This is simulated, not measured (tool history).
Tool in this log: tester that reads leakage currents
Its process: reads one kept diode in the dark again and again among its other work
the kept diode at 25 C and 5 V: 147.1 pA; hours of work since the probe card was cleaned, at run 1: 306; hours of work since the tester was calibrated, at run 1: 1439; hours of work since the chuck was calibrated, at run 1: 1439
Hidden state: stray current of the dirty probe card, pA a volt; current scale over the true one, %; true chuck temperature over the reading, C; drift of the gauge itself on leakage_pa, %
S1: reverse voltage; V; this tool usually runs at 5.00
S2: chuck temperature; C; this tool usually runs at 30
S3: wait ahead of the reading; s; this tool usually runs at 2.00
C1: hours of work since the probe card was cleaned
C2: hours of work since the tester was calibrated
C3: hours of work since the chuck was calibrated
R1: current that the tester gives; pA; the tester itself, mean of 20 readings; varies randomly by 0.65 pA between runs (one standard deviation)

run	hour	S1	S2	S3	C1	C2	C3	R1
1	0.0	5.00	30	2.00	306	1439	1439	190.22
2	99.7	5.00	30	0.62	372	1505	1505	190.83
# hour 183.8: chuck's temperature calibrated
3	266.0	7.00	30	0.62	480	1614	54	244.59
4	367.2	3.11	30	2.00	547	1681	121	180.99
5	479.3	6.32	30	2.00	621	1755	196	230.20
6	697.9	5.00	30	2.00	766	1899	340	209.27
7	848.4	14.35	30	2.00	866	1999	440	300.31
8	952.8	5.00	30	1.03	935	2068	509	206.59
9	1176.6	5.00	30	1.03	1083	2216	657	204.77
10	1408.5	3.06	31	0.73	1236	2370	810	184.17

Estimate the outcome of run 11 from the log above:
11	1550.6	11.85	53	2.00	1330	2463	904	?

{"run 11": {"R1": 1336.46}}
On a tool with no hidden condition, and with the same random variation, this run would have come out at R1 1436.96 pA.

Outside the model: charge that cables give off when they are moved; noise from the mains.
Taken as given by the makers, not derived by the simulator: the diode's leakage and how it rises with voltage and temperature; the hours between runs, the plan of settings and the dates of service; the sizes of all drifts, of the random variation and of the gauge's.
